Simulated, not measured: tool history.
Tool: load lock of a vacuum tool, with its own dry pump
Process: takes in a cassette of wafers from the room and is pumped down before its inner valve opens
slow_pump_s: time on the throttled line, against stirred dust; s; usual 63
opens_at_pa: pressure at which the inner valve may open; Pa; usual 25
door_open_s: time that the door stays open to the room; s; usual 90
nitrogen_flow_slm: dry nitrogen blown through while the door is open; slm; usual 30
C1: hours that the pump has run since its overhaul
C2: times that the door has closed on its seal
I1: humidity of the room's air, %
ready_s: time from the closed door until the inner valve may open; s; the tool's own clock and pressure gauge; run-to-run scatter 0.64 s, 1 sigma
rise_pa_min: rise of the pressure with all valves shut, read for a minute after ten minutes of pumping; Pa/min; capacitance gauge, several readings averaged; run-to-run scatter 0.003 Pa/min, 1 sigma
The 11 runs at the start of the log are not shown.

Run 12, hour 1784: usual settings but door_open_s 33 s; C1 8181; C2 6038; I1 42.8. Result: ready_s 100.6 s, rise_pa_min 0.033 Pa/min.
Run 13, hour 1880.5: usual settings but door_open_s 33 s; C1 8277; C2 6350; I1 42.2. Result: ready_s 100.4 s, rise_pa_min 0.03 Pa/min.
Run 14, hour 2098: usual settings but slow_pump_s 75 s; C1 8495; C2 7054; I1 47.3. Result: ready_s 110.4 s, rise_pa_min 0.044 Pa/min.
Run 15, hour 2311.5: usual settings but slow_pump_s 75 s; C1 8708; C2 7744; I1 44.7. Result: ready_s 110.6 s, rise_pa_min 0.039 Pa/min.
Run 16, hour 2479.5: usual settings but door_open_s 75 s; C1 8876; C2 8288; I1 46.6. Result: ready_s 101.7 s, rise_pa_min 0.045 Pa/min.
Run 17, hour 2634.7: usual settings but nitrogen_flow_slm 40 slm; C1 9031; C2 8790; I1 43.5. Result: ready_s 100.1 s, rise_pa_min 0.039 Pa/min.
Run 18, hour 2787.7: usual settings but nitrogen_flow_slm 40 slm; C1 9184; C2 9285; I1 44.4. Result: ready_s 100.1 s, rise_pa_min 0.038 Pa/min.
Run 19, hour 2948.8: usual settings but slow_pump_s 104 s, door_open_s 72 s, nitrogen_flow_slm 40 slm; C1 9346; C2 9806; I1 46.4. Result: ready_s 132.9 s, rise_pa_min 0.036 Pa/min.
Run 20, hour 3139.1: usual settings but slow_pump_s 104 s, door_open_s 72 s, nitrogen_flow_slm 40 slm; C1 9536; C2 10422; I1 45. Result: ready_s 134.9 s, rise_pa_min 0.043 Pa/min.
Run 21, hour 3332.2: usual settings but slow_pump_s 104 s, door_open_s 72 s, nitrogen_flow_slm 40 slm; C1 9729; C2 11047; I1 45.1. Result: ready_s 135.6 s, rise_pa_min 0.043 Pa/min.
Run 22, hour 3427.2: usual settings but slow_pump_s 69 s, opens_at_pa 35 Pa; C1 9824; C2 11354; I1 43.5. Result: ready_s 104.1 s, rise_pa_min 0.056 Pa/min.
Run 23, hour 3625.8: usual settings but slow_pump_s 69 s, opens_at_pa 35 Pa; C1 10023; C2 11996; I1 47. Result: ready_s 103.5 s, rise_pa_min 0.058 Pa/min.
Run 24, hour 3732.6: usual settings but slow_pump_s 69 s, opens_at_pa 22 Pa, nitrogen_flow_slm 25 slm; C1 10129; C2 12342; I1 44.1. Result: ready_s 107.9 s, rise_pa_min 0.048 Pa/min.
Run 25, hour 3918: usual settings but slow_pump_s 69 s, opens_at_pa 22 Pa, nitrogen_flow_slm 25 slm; C1 10315; C2 12942; I1 43.9. Result: ready_s 108.1 s, rise_pa_min 0.056 Pa/min.
Run 26, hour 4097.6: usual settings but slow_pump_s 99 s, opens_at_pa 47 Pa, door_open_s 72 s, nitrogen_flow_slm 16 slm; C1 10494; C2 13523; I1 45.1. Result: ready_s 126.9 s, rise_pa_min 0.067 Pa/min.
Run 27, hour 4236.5: usual settings but slow_pump_s 99 s, opens_at_pa 47 Pa, door_open_s 174 s, nitrogen_flow_slm 17 slm; C1 10633; C2 13972; I1 46.7. Result: ready_s 128.3 s, rise_pa_min 0.086 Pa/min.
Run 28, hour 4456.2: usual settings but slow_pump_s 40 s, opens_at_pa 47 Pa, door_open_s 174 s, nitrogen_flow_slm 13 slm; C1 10853; C2 14683; I1 47.7. Result: ready_s 79.3 s, rise_pa_min 0.086 Pa/min.
Run 29, hour 4642.9: usual settings but opens_at_pa 19 Pa, door_open_s 166 s; C1 11040; C2 15287; I1 43.6. Result: ready_s 104.2 s, rise_pa_min 0.07 Pa/min.
Run 30, hour 4756: usual settings but opens_at_pa 19 Pa, door_open_s 166 s; C1 11153; C2 15653; I1 44. Result: ready_s 104.2 s, rise_pa_min 0.075 Pa/min.
Run 31, hour 4942.9: usual settings but opens_at_pa 27 Pa; C1 11340; C2 16257; I1 45.7. Result: ready_s 102 s, rise_pa_min 0.064 Pa/min.
Run 32, hour 5090.6: usual settings but opens_at_pa 47 Pa, door_open_s 65 s, nitrogen_flow_slm 29 slm; C1 11487; C2 16735; I1 44.5. Result: ready_s 99.2 s, rise_pa_min 0.066 Pa/min.
Run 33, hour 5239.1: usual settings but opens_at_pa 47 Pa, door_open_s 65 s, nitrogen_flow_slm 29 slm; C1 11636; C2 17216; I1 43.1. Result: ready_s 98.9 s, rise_pa_min 0.065 Pa/min.
Run 34, hour 5398.8: usual settings but opens_at_pa 44 Pa, door_open_s 81 s, nitrogen_flow_slm 29 slm; C1 11796; C2 17732; I1 45.6. Result: ready_s 100.3 s, rise_pa_min 0.073 Pa/min.
Run 35, hour 5536.3: usual settings but opens_at_pa 24 Pa, door_open_s 99 s; C1 11933; C2 18177; I1 47. Result: ready_s 101.7 s, rise_pa_min 0.077 Pa/min.
Run 36, hour 5629: usual settings but door_open_s 61 s, nitrogen_flow_slm 12 slm; C1 12026; C2 18477; I1 42.4. Result: ready_s 103.2 s, rise_pa_min 0.082 Pa/min.

Forecast each of these 3 alternatives for the next run:
Run A, hour 5803.3: usual settings but door_open_s 122 s; C1 12200; C2 19041; I1 47.4. Result: ready_s ?, rise_pa_min ?.
Run B, hour 5803.3: usual settings but door_open_s 163 s, nitrogen_flow_slm 12 slm; C1 12200; C2 19041; I1 42.3. Result: ready_s ?, rise_pa_min ?.
Run C, hour 5803.3: usual settings but opens_at_pa 22 Pa, door_open_s 78 s, nitrogen_flow_slm 22 slm; C1 12200; C2 19041; I1 42.4. Result: ready_s ?, rise_pa_min ?.

run  ready_s  rise_pa_min
  A    103.1        0.073
  B    103.1        0.092
  C    103.9        0.076
With no hidden state in the tool, these same runs would have given:
run  ready_s  rise_pa_min
  A     94.6        0.031
  B     94.6        0.049
  C     95.4        0.034

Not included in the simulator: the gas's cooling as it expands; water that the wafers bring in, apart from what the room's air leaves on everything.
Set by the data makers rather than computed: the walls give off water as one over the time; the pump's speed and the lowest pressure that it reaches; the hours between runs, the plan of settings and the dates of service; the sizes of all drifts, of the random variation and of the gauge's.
